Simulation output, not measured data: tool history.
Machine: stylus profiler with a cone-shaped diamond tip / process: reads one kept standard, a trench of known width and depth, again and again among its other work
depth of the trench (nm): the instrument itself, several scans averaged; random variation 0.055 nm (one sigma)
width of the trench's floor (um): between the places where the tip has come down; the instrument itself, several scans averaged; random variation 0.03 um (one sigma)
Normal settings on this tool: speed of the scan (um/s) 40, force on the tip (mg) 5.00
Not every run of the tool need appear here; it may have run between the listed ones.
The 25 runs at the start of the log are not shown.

| run | hour | speed of the scan (um/s) | force on the tip (mg) | depth of the trench (nm) | width of the trench's floor (um) |
|---|---|---|---|---|---|
| 26 | 262.3 | 44 | 14.33 | 104.27 | 48.66 |
| 27 | 270.8 | 86 | 3.53 | 101.62 | 48.37 |
| 28 | 282.6 | 86 | 3.53 | 101.58 | 48.39 |
| 29 | 296.3 | 41 | 1.70 | 101.02 | 48.49 |
| 30 | 307.4 | 84 | 7.44 | 102.65 | 48.50 |
| 31 | 318.9 | 84 | 7.44 | 102.76 | 48.44 |
| 32 | 332.5 | 84 | 7.44 | 102.63 | 48.47 |
| 33 | 345.0 | 111 | 5.00 | 102.08 | 48.32 |
| 34 | 354.0 | 83 | 5.51 | 102.15 | 48.50 |
| 35 | 363.3 | 83 | 5.51 | 102.24 | 48.46 |
| 36 | 371.3 | 134 | 5.00 | 102.12 | 48.20 |
| 37 | 386.1 | 134 | 5.00 | 102.05 | 48.29 |
| 38 | 400.5 | 33 | 4.98 | 102.06 | 48.54 |
| 39 | 414.3 | 33 | 4.98 | 102.08 | 48.58 |
| 40 | 424.5 | 126 | 14.44 | 104.35 | 48.47 |
| 41 | 432.9 | 115 | 2.36 | 101.24 | 48.17 |
| 42 | 443.6 | 34 | 10.03 | 103.33 | 48.57 |

Below are 3 alternative next runs, each starting from the tool's condition after run 42. Predict each:
| A | 451.8 | 46 | 10.03 | ? | ? |
| B | 451.8 | 131 | 10.03 | ? | ? |
| C | 451.8 | 34 | 5.76 | ? | ? |

| run | depth of the trench (nm) | width of the trench's floor (um) |
|---|---|---|
| A | 103.39 | 48.55 |
| B | 103.31 | 48.42 |
| C | 102.35 | 48.63 |
What these runs would have given with no unlogged condition in the tool:
| run | depth of the trench (nm) | width of the trench's floor (um) |
|---|---|---|
| A | 103.45 | 48.63 |
| B | 103.38 | 48.50 |
| C | 102.41 | 48.72 |
